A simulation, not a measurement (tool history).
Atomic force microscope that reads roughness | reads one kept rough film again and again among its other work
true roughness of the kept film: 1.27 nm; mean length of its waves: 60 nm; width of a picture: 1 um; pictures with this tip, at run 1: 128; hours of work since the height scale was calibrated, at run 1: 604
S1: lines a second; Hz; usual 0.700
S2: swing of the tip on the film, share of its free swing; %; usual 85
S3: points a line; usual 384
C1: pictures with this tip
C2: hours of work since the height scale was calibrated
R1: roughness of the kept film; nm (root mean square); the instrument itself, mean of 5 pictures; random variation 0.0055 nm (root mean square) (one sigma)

run	hour	S1	S2	S3	C1	C2	R1
1	0.0	0.700	85	384	128	604	1.196
2	44.3	0.700	85	384	170	628	1.171
# hour 111.1: new tip fitted
3	111.1	0.700	85	384	0	664	1.228
4	183.0	0.700	85	384	68	703	1.209
5	250.5	0.700	85	531	132	740	1.181
6	303.5	1.607	85	384	183	769	1.127
# hour 357.6: new tip fitted
7	363.8	1.607	85	384	6	801	1.168
8	423.4	0.700	85	489	63	834	1.214
9	473.6	0.700	85	759	110	861	1.201
10	542.9	0.700	85	673	176	899	1.174
# hour 604.4: new tip fitted
11	613.6	0.700	85	673	9	937	1.231
12	680.6	0.700	85	673	72	973	1.209
13	731.1	0.700	85	673	120	1001	1.198
14	786.5	0.700	85	673	173	1031	1.178
15	836.1	0.700	85	673	220	1058	1.168
# hour 850.9: new tip fitted
16	878.1	0.700	85	673	26	1080	1.223
17	926.8	0.700	85	384	73	1107	1.213
18	977.9	0.700	85	384	121	1135	1.193
19	1023.7	0.700	85	493	164	1160	1.184
20	1071.0	0.700	85	384	209	1185	1.170
# hour 1097.9: new tip fitted
21	1114.2	0.700	85	384	16	1208	1.222
22	1157.9	0.700	85	565	57	1232	1.219
23	1221.9	0.700	85	565	118	1267	1.192
24	1280.6	0.700	85	565	174	1299	1.186
# hour 1343.6: new tip fitted
25	1350.6	0.700	85	565	7	1337	1.223
26	1387.4	0.700	60	384	42	1357	1.245
27	1428.8	0.700	60	384	81	1379	1.242
28	1481.9	0.700	60	384	131	1408	1.222
29	1512.1	3.162	85	481	160	1425	1.076
30	1583.0	0.650	58	343	227	1463	1.208
# hour 1591.0: new tip fitted
31	1620.8	0.650	69	967	29	1483	1.246
32	1677.5	0.521	66	384	82	1514	1.238
33	1750.3	0.521	66	384	151	1554	1.219
34	1784.4	3.522	85	364	184	1572	1.063
35	1831.6	1.360	66	334	229	1598	1.179
# hour 1836.5: new tip fitted
36	1877.5	0.700	83	384	39	1623	1.234
37	1933.3	2.800	65	334	92	1653	1.197
38	1991.1	2.048	60	334	146	1685	1.186
39	2026.6	2.048	88	422	180	1704	1.118
# hour 2030.6: height scale calibrated on a step standard
40	2068.3	1.952	83	384	219	21	1.101
# hour 2083.0: new tip fitted
41	2118.3	0.696	64	263	34	47	1.223
42	2156.1	1.596	58	476	70	68	1.199
43	2214.8	1.596	58	515	125	100	1.203
44	2248.5	1.137	77	384	157	118	1.174
45	2291.2	0.545	85	384	198	142	1.173
# hour 2332.5: new tip fitted
46	2362.7	0.545	85	572	28	180	1.220
47	2411.6	0.510	90	709	74	207	1.191
48	2459.1	1.340	65	709	120	233	1.201
49	2528.3	1.340	76	709	185	270	1.159
# hour 2583.1: new tip fitted
50	2589.4	1.340	76	709	6	303	1.205
51	2640.0	0.927	75	773	54	331	1.216
52	2705.9	0.927	75	773	116	366	1.191

Hidden state or all else? Some run-to-run changes of R1, split into what the settings, what came in and random variation would give without the hidden state, and what is left for the hidden state (with any gauge scatter that isn't in both results):
The hidden state here: radius of the tip, nm; height scale over the true one, %; drift of the gauge itself on roughness_nm, %.
Run 15 -> 16: new tip fitted. R1 +0.055 nm (root mean square): hidden state +0.055, all else +0.000.
Run 20 -> 21: new tip fitted. R1 +0.052 nm (root mean square): hidden state +0.053, all else -0.001.
Run 28 -> 29: S1 0.700 -> 3.162, S2 60 -> 85, S3 384 -> 481. R1 -0.146 nm (root mean square): hidden state -0.005, all else -0.141.
Run 29 -> 30: S1 3.162 -> 0.650, S2 85 -> 58, S3 481 -> 343. R1 +0.132 nm (root mean square): hidden state -0.019, all else +0.151.
Run 30 -> 31: S2 58 -> 69, S3 343 -> 967, new tip fitted. R1 +0.038 nm (root mean square): hidden state +0.054, all else -0.016.
Run 33 -> 34: S1 0.521 -> 3.522, S2 66 -> 85, S3 384 -> 364. R1 -0.156 nm (root mean square): hidden state -0.005, all else -0.151.
